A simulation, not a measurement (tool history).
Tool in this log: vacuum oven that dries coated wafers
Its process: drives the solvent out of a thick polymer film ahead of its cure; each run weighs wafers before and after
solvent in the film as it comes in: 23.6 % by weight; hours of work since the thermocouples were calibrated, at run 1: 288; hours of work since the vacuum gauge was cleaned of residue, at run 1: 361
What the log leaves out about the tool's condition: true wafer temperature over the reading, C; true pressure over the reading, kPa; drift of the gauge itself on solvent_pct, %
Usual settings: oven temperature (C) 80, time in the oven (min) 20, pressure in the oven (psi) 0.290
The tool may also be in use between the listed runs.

run,day,oven temperature (C),time in the oven (min),pressure in the oven (psi),hours of work since the thermocouples were calibrated,hours of work since the vacuum gauge was cleaned of residue,solvent left in the film (%)
1,0.000,80,20,0.290,288,361,4.26
2,1.438,80,20,0.357,304,377,4.48
3,3.012,80,20,0.357,321,394,4.44
4,4.012,80,20,0.290,333,405,4.30
5,5.762,80,20,0.290,352,425,4.33
6,6.679,80,20,0.290,362,435,4.22
7,8.071,80,20,0.290,378,451,4.26
8,9.642,80,20,0.290,395,468,4.26
9,10.471,80,20,0.290,404,477,4.32
10,11.379,75,20,0.290,415,487,6.96
11,12.900,75,20,0.290,431,504,6.88
12,14.383,75,20,0.290,448,521,6.91
13,15.367,80,14,0.290,459,532,6.58
14,17.142,80,14,0.290,479,552,6.49
15,18.842,80,14,0.290,498,570,6.57
16,19.579,67,14,0.290,506,579,13.34
17,20.512,67,14,0.290,516,589,13.29
18,22.088,67,14,0.290,534,607,13.42
19,23.725,67,14,0.290,552,625,13.52
20,25.304,79,14,0.290,570,642,7.21
21,26.450,79,14,0.290,582,655,7.14
22,27.529,79,14,0.290,594,667,7.07
23,28.542,79,11,0.290,606,678,8.81
# day 29.312: oven's thermocouples calibrated
24,29.625,79,11,0.290,3,690,7.95
25,30.596,86,11,0.825,14,700,5.67
26,32.308,71,11,0.421,33,719,12.65
27,33.688,90,28,0.409,49,735,1.14
28,34.479,67,20,0.738,58,744,12.46
29,35.358,80,20,0.290,67,753,3.87
30,36.350,93,32,1.107,78,764,2.58
31,37.300,93,32,1.107,89,775,2.50
32,38.617,93,32,1.107,104,790,2.57
33,40.433,67,13,0.460,124,810,13.90
34,41.583,95,14,0.848,137,823,2.14
35,43.200,79,29,0.992,155,841,5.16
36,44.438,73,11,0.992,168,855,13.13
37,45.350,72,11,0.992,179,865,13.72
38,46.100,71,19,0.190,187,873,8.67
39,47.746,73,19,0.645,205,891,9.25
40,49.071,73,19,0.645,220,906,9.19
41,50.712,71,19,0.690,238,924,10.44
42,52.271,76,20,0.429,256,942,6.45
43,53.708,76,18,0.354,272,958,6.91
44,55.158,76,18,0.212,288,974,6.45
45,56.312,86,20,0.257,301,987,1.84
46,57.325,69,15,0.283,312,998,11.64
47,58.379,69,15,0.283,324,1010,11.57

Predict each of these 3 candidate next runs independently; none follows another, all start after run 47:
A,60.112,68,15,0.772,343,1029,?
B,60.112,80,20,0.160,343,1029,?
C,60.112,84,23,0.162,343,1029,?

run,solvent left in the film (%)
A,13.77
B,3.55
C,1.73
With the hidden condition removed and each run's random variation left untouched, the same runs would have given:
run,solvent left in the film (%)
A,13.29
B,3.13
C,1.45
